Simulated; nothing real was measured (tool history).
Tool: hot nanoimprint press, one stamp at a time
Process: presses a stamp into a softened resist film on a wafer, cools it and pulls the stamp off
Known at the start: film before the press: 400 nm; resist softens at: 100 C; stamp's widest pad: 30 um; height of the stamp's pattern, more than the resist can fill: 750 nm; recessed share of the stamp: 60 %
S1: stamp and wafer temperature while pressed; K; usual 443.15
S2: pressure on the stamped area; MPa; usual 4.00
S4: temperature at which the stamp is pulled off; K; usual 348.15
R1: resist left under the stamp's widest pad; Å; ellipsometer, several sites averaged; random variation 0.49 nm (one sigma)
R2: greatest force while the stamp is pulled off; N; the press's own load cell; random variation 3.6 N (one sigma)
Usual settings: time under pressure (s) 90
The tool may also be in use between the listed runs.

{"run": 1, "hour": 0.0, "S1": 443.15, "S2": 4.0, "time under pressure (s)": 90, "S4": 348.15, "R1": 2312, "R2": 212}
{"run": 2, "hour": 20.6, "S1": 443.15, "S2": 2.5, "time under pressure (s)": 90, "S4": 348.15, "R1": 2739, "R2": 207}
{"run": 3, "hour": 42.3, "S1": 443.15, "S2": 3.83, "time under pressure (s)": 90, "S4": 348.15, "R1": 2354, "R2": 211}
{"run": 4, "hour": 60.3, "S1": 443.15, "S2": 4.0, "time under pressure (s)": 90, "S4": 348.15, "R1": 2323, "R2": 223}
{"run": 5, "hour": 79.9, "S1": 443.15, "S2": 4.0, "time under pressure (s)": 90, "S4": 348.15, "R1": 2319, "R2": 225}
{"run": 6, "hour": 104.3, "S1": 443.15, "S2": 4.0, "time under pressure (s)": 90, "S4": 348.15, "R1": 2325, "R2": 219}
{"run": 7, "hour": 132.1, "S1": 443.15, "S2": 4.0, "time under pressure (s)": 90, "S4": 348.15, "R1": 2322, "R2": 233}
{"run": 8, "hour": 162.2, "S1": 443.15, "S2": 4.0, "time under pressure (s)": 90, "S4": 348.15, "R1": 2331, "R2": 226}
{"run": 9, "hour": 178.9, "S1": 444.15, "S2": 4.0, "time under pressure (s)": 90, "S4": 348.15, "R1": 2253, "R2": 247}
{"run": 10, "hour": 192.9, "S1": 444.15, "S2": 4.0, "time under pressure (s)": 90, "S4": 348.15, "R1": 2256, "R2": 248}
{"run": 11, "hour": 220.2, "S1": 437.15, "S2": 4.0, "time under pressure (s)": 90, "S4": 348.15, "R1": 2843, "R2": 248}
{"hour": 248.5, "done": "stamp cleaned and given a new release coat"}
{"run": 12, "hour": 250.3, "S1": 437.15, "S2": 4.0, "time under pressure (s)": 90, "S4": 348.15, "R1": 2839, "R2": 172}
{"run": 13, "hour": 278.9, "S1": 437.15, "S2": 4.0, "time under pressure (s)": 90, "S4": 348.15, "R1": 2842, "R2": 189}
{"run": 14, "hour": 294.6, "S1": 437.15, "S2": 4.0, "time under pressure (s)": 90, "S4": 348.15, "R1": 2851, "R2": 182}
{"run": 15, "hour": 307.5, "S1": 437.15, "S2": 4.0, "time under pressure (s)": 90, "S4": 348.15, "R1": 2854, "R2": 194}
{"hour": 313.0, "done": "plate thermocouple calibrated"}
{"run": 16, "hour": 324.2, "S1": 452.15, "S2": 4.0, "time under pressure (s)": 128, "S4": 348.15, "R1": 1483, "R2": 195}
{"run": 17, "hour": 351.9, "S1": 452.15, "S2": 4.0, "time under pressure (s)": 128, "S4": 348.15, "R1": 1484, "R2": 208}
{"hour": 365.4, "done": "plate thermocouple calibrated, once more"}
{"run": 18, "hour": 374.7, "S1": 452.15, "S2": 2.8, "time under pressure (s)": 74, "S4": 352.15, "R1": 2069, "R2": 184}
{"run": 19, "hour": 389.3, "S1": 452.15, "S2": 4.68, "time under pressure (s)": 74, "S4": 352.15, "R1": 1635, "R2": 185}
{"run": 20, "hour": 418.4, "S1": 452.15, "S2": 4.68, "time under pressure (s)": 75, "S4": 352.15, "R1": 1631, "R2": 192}
{"run": 21, "hour": 438.0, "S1": 452.15, "S2": 4.68, "time under pressure (s)": 75, "S4": 352.15, "R1": 1625, "R2": 198}
{"run": 22, "hour": 457.2, "S1": 437.15, "S2": 3.96, "time under pressure (s)": 90, "S4": 346.15, "R1": 2824, "R2": 226}
{"run": 23, "hour": 487.7, "S1": 437.15, "S2": 3.96, "time under pressure (s)": 90, "S4": 346.15, "R1": 2821, "R2": 230}
{"run": 24, "hour": 507.4, "S1": 445.15, "S2": 6.21, "time under pressure (s)": 93, "S4": 349.15, "R1": 1748, "R2": 218}
{"run": 25, "hour": 538.2, "S1": 443.15, "S2": 4.0, "time under pressure (s)": 90, "S4": 334.15, "R1": 2324, "R2": 293}
{"run": 26, "hour": 568.9, "S1": 443.15, "S2": 4.0, "time under pressure (s)": 90, "S4": 334.15, "R1": 2315, "R2": 317}
{"run": 27, "hour": 598.3, "S1": 453.15, "S2": 4.0, "time under pressure (s)": 90, "S4": 338.15, "R1": 1599, "R2": 302}
{"run": 28, "hour": 626.6, "S1": 453.15, "S2": 2.4, "time under pressure (s)": 90, "S4": 336.15, "R1": 2021, "R2": 321}
{"run": 29, "hour": 639.4, "S1": 452.15, "S2": 2.71, "time under pressure (s)": 90, "S4": 348.15, "R1": 1990, "R2": 248}

3 ways to go on from here, each from the tool as it stands after run 29. What would each give?
{"run": "A", "hour": 652.0, "S1": 452.15, "S2": 3.05, "time under pressure (s)": 173, "S4": 354.15, "R1": "?", "R2": "?"}
{"run": "B", "hour": 652.0, "S1": 440.15, "S2": 5.92, "time under pressure (s)": 81, "S4": 348.15, "R1": "?", "R2": "?"}
{"run": "C", "hour": 652.0, "S1": 442.15, "S2": 4.0, "time under pressure (s)": 90, "S4": 348.15, "R1": "?", "R2": "?"}

run=A R1=1483 R2=228
run=B R1=2295 R2=258
run=C R1=2421 R2=263
Without the tool's hidden state the same runs would have given:
run=A R1=1452 R2=155
run=B R1=2244 R2=176
run=C R1=2375 R2=179
